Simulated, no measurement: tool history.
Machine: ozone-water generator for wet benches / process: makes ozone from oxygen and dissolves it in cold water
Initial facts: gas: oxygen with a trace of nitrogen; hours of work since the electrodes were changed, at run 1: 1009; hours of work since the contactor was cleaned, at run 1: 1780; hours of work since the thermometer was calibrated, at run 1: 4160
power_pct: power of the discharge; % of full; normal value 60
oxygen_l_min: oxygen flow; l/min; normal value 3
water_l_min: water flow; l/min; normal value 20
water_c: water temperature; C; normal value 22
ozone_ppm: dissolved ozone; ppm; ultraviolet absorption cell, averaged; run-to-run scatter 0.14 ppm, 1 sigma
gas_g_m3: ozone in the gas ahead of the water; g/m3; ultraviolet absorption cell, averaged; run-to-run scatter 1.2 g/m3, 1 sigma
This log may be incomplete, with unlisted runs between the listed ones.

| run | hour | power_pct | oxygen_l_min | water_l_min | water_c | hours of work since the electrodes were changed | hours of work since the contactor was cleaned | hours of work since the thermometer was calibrated | ozone_ppm | gas_g_m3 |
|---|---|---|---|---|---|---|---|---|---|---|
| 1 | 0 | 60 | 3 | 20 | 22 | 1009 | 1780 | 4160 | 15.7 | 215.2 |
| 2 | 42.2 | 60 | 3 | 20 | 28 | 1041 | 1811 | 4192 | 14.7 | 215.3 |
| 3 | 72.4 | 60 | 3 | 20 | 28 | 1063 | 1834 | 4214 | 14.6 | 214.3 |
| 4 | 91.6 | 60 | 3 | 20 | 22 | 1077 | 1848 | 4228 | 15.9 | 216.1 |
| 5 | 137.1 | 60 | 3 | 20 | 22 | 1111 | 1882 | 4262 | 16 | 214.6 |
| 6 | 165.7 | 60 | 3 | 20 | 29 | 1133 | 1903 | 4284 | 14.3 | 217.6 |
| 7 | 200.5 | 60 | 3 | 20 | 29 | 1159 | 1929 | 4310 | 14.6 | 217.4 |
| 8 | 242 | 60 | 3 | 20 | 29 | 1190 | 1960 | 4341 | 14.7 | 217.1 |
| 9 | 274.5 | 60 | 3 | 20 | 29 | 1214 | 1985 | 4365 | 14.5 | 219.1 |

For run 10, what comes out?
| 10 | 301.6 | 60 | 3 | 20 | 22 | 1234 | 2005 | 4385 | ? | ? |

ozone_ppm: 15.9 ppm
gas_g_m3: 216.9 g/m3
Minus the tool's unlogged condition, the same run would have read ozone_ppm 15.9 ppm, gas_g_m3 212.6 g/m3.
